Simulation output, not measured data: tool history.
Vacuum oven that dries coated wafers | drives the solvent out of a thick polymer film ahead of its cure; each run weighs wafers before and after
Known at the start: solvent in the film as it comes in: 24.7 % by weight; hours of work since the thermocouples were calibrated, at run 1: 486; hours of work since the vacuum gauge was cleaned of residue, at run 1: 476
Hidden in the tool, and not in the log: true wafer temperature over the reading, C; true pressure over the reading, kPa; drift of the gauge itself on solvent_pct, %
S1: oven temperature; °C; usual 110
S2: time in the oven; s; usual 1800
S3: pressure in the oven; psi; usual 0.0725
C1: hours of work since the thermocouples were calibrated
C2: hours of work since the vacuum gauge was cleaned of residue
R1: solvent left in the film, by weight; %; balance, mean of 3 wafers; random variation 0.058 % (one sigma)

| run | hour | S1 | S2 | S3 | C1 | C2 | R1 |
|---|---|---|---|---|---|---|---|
| 1 | 0.0 | 110 | 1800 | 0.0725 | 486 | 476 | 3.12 |
| 2 | 11.4 | 110 | 1140 | 0.0725 | 495 | 484 | 6.09 |
| 3 | 19.4 | 110 | 1800 | 0.1962 | 501 | 490 | 3.77 |
| 4 | 30.2 | 110 | 1800 | 0.1962 | 509 | 498 | 3.91 |
| 5 | 45.3 | 110 | 1800 | 0.1962 | 520 | 509 | 3.81 |
| 6 | 52.8 | 105 | 1800 | 0.0725 | 525 | 515 | 4.66 |
| 7 | 62.6 | 105 | 1560 | 0.0725 | 533 | 522 | 5.61 |
| 8 | 74.1 | 105 | 1560 | 0.0711 | 541 | 531 | 5.58 |
| 9 | 86.8 | 105 | 1560 | 0.0711 | 551 | 540 | 5.72 |
| 10 | 97.2 | 110 | 1800 | 0.0516 | 558 | 548 | 3.19 |
| 11 | 107.1 | 110 | 1800 | 0.0516 | 566 | 555 | 3.10 |
| 12 | 115.9 | 110 | 1800 | 0.0516 | 572 | 562 | 3.09 |
| 13 | 124.7 | 110 | 1800 | 0.0912 | 579 | 568 | 3.34 |
| 14 | 138.8 | 110 | 1740 | 0.0912 | 589 | 579 | 3.52 |
| 15 | 149.9 | 110 | 1740 | 0.0912 | 597 | 587 | 3.55 |
| 16 | 157.3 | 110 | 1740 | 0.0912 | 603 | 592 | 3.62 |
| 17 | 172.3 | 110 | 1800 | 0.0725 | 614 | 603 | 3.29 |
| 18 | 181.4 | 110 | 1800 | 0.0725 | 621 | 610 | 3.33 |
| 19 | 190.0 | 110 | 1800 | 0.0725 | 627 | 617 | 3.37 |
| 20 | 205.2 | 110 | 1800 | 0.0725 | 638 | 628 | 3.33 |
| 21 | 218.6 | 108 | 1800 | 0.0725 | 648 | 638 | 3.75 |
| 22 | 228.6 | 108 | 1800 | 0.0431 | 656 | 645 | 3.69 |
| 23 | 238.7 | 110 | 1800 | 0.0725 | 663 | 653 | 3.30 |

The next listed run, before its measurement:
| 24 | 249.8 | 110 | 1800 | 0.0725 | 671 | 661 | ? |

R1: 3.35 %
Without the tool's hidden state the same run would have given R1 2.91 %.

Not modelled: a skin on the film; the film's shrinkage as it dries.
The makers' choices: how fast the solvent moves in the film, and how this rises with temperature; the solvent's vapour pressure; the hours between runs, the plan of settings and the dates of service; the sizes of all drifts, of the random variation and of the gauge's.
